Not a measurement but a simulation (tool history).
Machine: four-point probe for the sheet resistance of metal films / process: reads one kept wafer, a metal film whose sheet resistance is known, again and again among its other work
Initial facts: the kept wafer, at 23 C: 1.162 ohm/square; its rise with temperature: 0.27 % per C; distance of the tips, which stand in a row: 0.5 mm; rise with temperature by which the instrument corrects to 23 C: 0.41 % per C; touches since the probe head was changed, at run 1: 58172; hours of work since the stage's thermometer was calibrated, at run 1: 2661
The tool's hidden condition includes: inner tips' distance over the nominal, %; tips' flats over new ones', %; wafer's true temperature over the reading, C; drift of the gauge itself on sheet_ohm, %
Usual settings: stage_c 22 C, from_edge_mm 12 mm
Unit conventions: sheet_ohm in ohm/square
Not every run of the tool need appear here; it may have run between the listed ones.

| run | hour | stage_c | from_edge_mm | touches since the probe head was changed | hours of work since the stage's thermometer was calibrated | sheet_ohm |
|---|---|---|---|---|---|---|
| 1 | 0 | 22 | 12 | 58172 | 2661 | 1.165565 |
| 2 | 91.9 | 22 | 40 | 59876 | 2711 | 1.164671 |
|  | 110.3 | stage's thermometer calibrated |
| 3 | 166.8 | 22 | 12 | 61256 | 31 | 1.165083 |
| 4 | 281 | 22 | 12 | 63372 | 94 | 1.164829 |
| 5 | 379.6 | 22 | 12 | 65200 | 148 | 1.164462 |
| 6 | 488.5 | 21 | 12 | 67220 | 207 | 1.166201 |
| 7 | 569 | 27 | 67 | 68713 | 251 | 1.155154 |
| 8 | 686.3 | 27 | 44 | 70887 | 316 | 1.154811 |
| 9 | 794.9 | 27 | 44 | 72900 | 375 | 1.155054 |
|  | 865.1 | stage's thermometer calibrated, once more |
| 10 | 916.6 | 27 | 6 | 75147 | 28 | 1.162406 |

Below are 5 alternative next runs, each starting from the tool's condition after run 10. Predict each:
| A | 1037.8 | 27 | 3 | 77393 | 95 | ? |
| B | 1037.8 | 32 | 38 | 77393 | 95 | ? |
| C | 1037.8 | 20 | 27 | 77393 | 95 | ? |
| D | 1037.8 | 25 | 12 | 77393 | 95 | ? |
| E | 1037.8 | 19 | 12 | 77393 | 95 | ? |

| run | sheet_ohm |
|---|---|
| A | 1.174762 |
| B | 1.149748 |
| C | 1.16914 |
| D | 1.162403 |
| E | 1.171911 |
The same runs, with their run-to-run variation unchanged, on a tool lacking any hidden condition would have given:
| run | sheet_ohm |
|---|---|
| A | 1.172648 |
| B | 1.147674 |
| C | 1.167036 |
| D | 1.160309 |
| E | 1.169802 |

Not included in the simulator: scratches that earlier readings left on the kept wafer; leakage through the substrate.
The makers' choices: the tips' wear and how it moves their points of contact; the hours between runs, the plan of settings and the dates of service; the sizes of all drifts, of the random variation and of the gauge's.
